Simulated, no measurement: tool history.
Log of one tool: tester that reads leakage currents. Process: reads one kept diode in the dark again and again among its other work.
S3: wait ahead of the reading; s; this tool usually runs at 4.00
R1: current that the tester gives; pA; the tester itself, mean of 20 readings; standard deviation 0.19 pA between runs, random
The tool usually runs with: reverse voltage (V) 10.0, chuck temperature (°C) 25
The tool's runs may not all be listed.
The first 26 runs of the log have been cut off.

run 27 hour=2706.9 | reverse_voltage_(V)=5.8 chuck_temperature_(°C)=23 S3=4.27 | R1=38.26
run 28 hour=2827.4 | reverse_voltage_(V)=1.1 chuck_temperature_(°C)=23 S3=4.27 | R1=15.54
run 29 hour=2945.0 | reverse_voltage_(V)=1.2 chuck_temperature_(°C)=48 S3=0.60 | R1=152.62
run 30 hour=3067.0 | reverse_voltage_(V)=5.9 chuck_temperature_(°C)=38 S3=0.62 | R1=154.98
run 31 hour=3198.0 | reverse_voltage_(V)=3.6 chuck_temperature_(°C)=25 S3=4.00 | R1=35.80
run 32 hour=3276.8 | reverse_voltage_(V)=3.6 chuck_temperature_(°C)=25 S3=4.00 | R1=35.83
-- hour=3334.8 chuck's temperature calibrated
run 33 hour=3359.8 | reverse_voltage_(V)=3.6 chuck_temperature_(°C)=25 S3=4.00 | R1=35.88
run 34 hour=3500.2 | reverse_voltage_(V)=3.6 chuck_temperature_(°C)=25 S3=4.00 | R1=35.59
-- hour=3551.3 tester calibrated
run 35 hour=3597.4 | reverse_voltage_(V)=4.0 chuck_temperature_(°C)=35 S3=3.63 | R1=95.86
run 36 hour=3725.6 | reverse_voltage_(V)=10.0 chuck_temperature_(°C)=59 S3=4.00 | R1=1154.21
run 37 hour=3842.5 | reverse_voltage_(V)=10.0 chuck_temperature_(°C)=41 S3=0.54 | R1=266.97
run 38 hour=3905.9 | reverse_voltage_(V)=10.0 chuck_temperature_(°C)=41 S3=0.54 | R1=267.16
run 39 hour=4020.9 | reverse_voltage_(V)=10.0 chuck_temperature_(°C)=41 S3=9.20 | R1=265.94
run 40 hour=4113.5 | reverse_voltage_(V)=3.4 chuck_temperature_(°C)=30 S3=8.94 | R1=55.70

4 ways to go on from here, each from the tool as it stands after run 40. What would each give?
run A hour=4229.5 | reverse_voltage_(V)=3.4 chuck_temperature_(°C)=21 S3=0.36 | R1=?
run B hour=4229.5 | reverse_voltage_(V)=3.4 chuck_temperature_(°C)=42 S3=8.94 | R1=?
run C hour=4229.5 | reverse_voltage_(V)=3.6 chuck_temperature_(°C)=43 S3=0.98 | R1=?
run D hour=4229.5 | reverse_voltage_(V)=3.4 chuck_temperature_(°C)=30 S3=0.69 | R1=?

run=A R1=24.59
run=B R1=161.46
run=C R1=182.54
run=D R1=56.19
With no hidden state in the tool, these same runs would have given:
run=A R1=24.57
run=B R1=161.41
run=C R1=182.48
run=D R1=56.16

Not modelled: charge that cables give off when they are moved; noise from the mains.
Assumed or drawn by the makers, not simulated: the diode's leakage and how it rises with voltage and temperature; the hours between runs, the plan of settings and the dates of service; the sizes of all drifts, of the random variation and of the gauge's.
